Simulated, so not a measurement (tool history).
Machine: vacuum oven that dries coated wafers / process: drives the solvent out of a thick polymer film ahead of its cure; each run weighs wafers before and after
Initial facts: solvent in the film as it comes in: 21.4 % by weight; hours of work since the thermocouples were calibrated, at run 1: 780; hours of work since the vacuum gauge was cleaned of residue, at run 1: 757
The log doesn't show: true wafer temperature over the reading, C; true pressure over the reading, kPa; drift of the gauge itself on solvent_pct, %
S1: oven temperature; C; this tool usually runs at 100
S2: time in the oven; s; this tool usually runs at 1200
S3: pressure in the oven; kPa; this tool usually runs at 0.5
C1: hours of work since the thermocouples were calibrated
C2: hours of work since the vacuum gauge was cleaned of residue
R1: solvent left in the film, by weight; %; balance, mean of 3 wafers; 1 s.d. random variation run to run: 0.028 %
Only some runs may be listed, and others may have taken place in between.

run,hour,S1,S2,S3,C1,C2,R1
1,0,100,1200,0.5,780,757,1.6
2,30.3,100,1200,0.5,802,779,1.63
3,50,102,1200,0.5,816,793,1.22
4,81.7,102,1200,0.5,838,815,1.31
5,99.4,102,1200,0.5,851,828,1.29
6,115.3,100,1200,0.5,862,839,1.56
7,133.4,100,1200,0.5,875,852,1.57
8,152.3,100,1200,0.5,889,865,1.56
9,175.1,100,1200,0.819,905,882,1.71
10,198.4,100,1200,0.819,921,898,1.69
11,231.4,100,1200,0.693,945,922,1.65
12,256.9,100,1200,0.693,963,940,1.64
13,284.7,100,660,0.5,983,959,4.48
14,313.7,99,1860,0.268,1003,980,0.51
15,331.3,99,1860,0.268,1016,993,0.54
16,361.9,99,1860,0.268,1037,1014,0.53
17,379.1,99,1860,0.268,1050,1026,0.55
18,410.6,113,840,0.527,1072,1049,0.84
19,441.5,113,840,0.527,1094,1071,0.85
20,466.9,113,840,0.527,1112,1089,0.83
21,498.4,96,1200,1.555,1134,1111,2.82
22,524.5,90,600,0.276,1153,1130,8.09
23,553.3,90,600,0.276,1173,1150,8.17
24,570.9,90,600,0.276,1186,1163,8.17
25,602.6,99,660,1.3,1208,1185,5.18
26,623.5,94,1320,0.319,1223,1200,2.35

4 options for the next run, each taken on its own from the tool as it stands now. Forecast them:
A,639.5,100,1200,0.354,1234,1211,?
B,639.5,88,1380,1.575,1234,1211,?
C,639.5,98,1320,0.491,1234,1211,?
D,639.5,106,2100,0.5,1234,1211,?

run,R1
A,1.54
B,4.2
C,1.58
D,0.18
What these runs would have given with no unlogged condition in the tool:
run,R1
A,1.53
B,4.19
C,1.57
D,0.18
